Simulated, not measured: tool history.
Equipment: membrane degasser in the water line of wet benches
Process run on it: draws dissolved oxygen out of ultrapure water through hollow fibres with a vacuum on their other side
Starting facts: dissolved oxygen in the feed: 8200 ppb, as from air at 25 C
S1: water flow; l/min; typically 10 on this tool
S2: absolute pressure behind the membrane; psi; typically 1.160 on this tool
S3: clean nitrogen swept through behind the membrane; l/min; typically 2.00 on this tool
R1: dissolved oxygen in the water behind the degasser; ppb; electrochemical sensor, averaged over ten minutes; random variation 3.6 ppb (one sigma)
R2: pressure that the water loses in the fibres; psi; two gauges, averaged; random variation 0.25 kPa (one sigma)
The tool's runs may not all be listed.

run,hour,S1,S2,S3,R1,R2
1,0.0,10,1.160,2.00,451.1,10.683
2,193.8,10,1.160,2.00,463.8,10.727
3,338.8,10,1.160,2.00,467.7,10.743
4,490.9,10,1.160,2.00,472.1,10.850
5,669.8,10,1.160,2.00,462.5,10.862
6,770.4,10,1.160,2.00,472.5,10.792
# hour 800.3: seals of the vacuum lines changed
7,869.7,10,1.160,2.00,487.8,10.889
8,1070.4,10,1.160,2.00,478.9,10.875
9,1303.6,10,1.160,2.00,481.6,10.991
10,1431.1,10,1.160,2.00,486.6,10.902
11,1597.8,10,1.144,2.00,482.7,11.003
12,1760.0,10,1.144,2.00,484.9,10.975
13,1938.0,10,1.144,2.00,493.8,11.020
# hour 2006.7: vacuum gauge calibrated
14,2129.2,10,1.144,2.00,482.9,11.071
15,2319.9,10,1.144,2.00,498.5,11.017
16,2549.2,7,1.160,1.41,292.1,7.733
17,2705.0,13,1.975,2.00,813.4,14.447
# hour 2756.5: vacuum gauge calibrated, once more
18,2865.3,12,2.316,2.00,742.1,13.222
19,2984.4,12,2.316,2.00,749.3,13.423
20,3085.3,12,1.220,1.15,698.0,13.343
21,3221.0,16,0.962,5.03,906.5,17.861
22,3405.1,16,0.962,5.03,900.3,17.943
23,3627.6,16,0.962,5.03,915.4,18.037
24,3770.7,16,0.962,5.03,914.2,17.967
25,3918.8,10,1.362,1.28,565.5,11.323
26,4029.1,10,2.138,1.28,649.5,11.223
27,4250.4,10,2.138,1.28,666.8,11.316
28,4372.9,10,1.160,0.93,584.5,11.268
# hour 4399.1: membrane cartridge changed
29,4560.7,10,1.160,0.93,422.4,9.870

3 ways to go on from here, each from the tool as it stands after run 29. What would each give?
A,4778.5,10,0.983,3.27,?,?
B,4778.5,10,2.618,2.00,?,?
C,4778.5,9,2.010,0.83,?,?

run,R1,R2
A,335.4,9.826
B,474.7,9.845
C,511.5,8.811
With the hidden condition removed and each run's random variation left untouched, the same runs would have given:
run,R1,R2
A,330.4,9.789
B,467.5,9.806
C,502.8,8.776

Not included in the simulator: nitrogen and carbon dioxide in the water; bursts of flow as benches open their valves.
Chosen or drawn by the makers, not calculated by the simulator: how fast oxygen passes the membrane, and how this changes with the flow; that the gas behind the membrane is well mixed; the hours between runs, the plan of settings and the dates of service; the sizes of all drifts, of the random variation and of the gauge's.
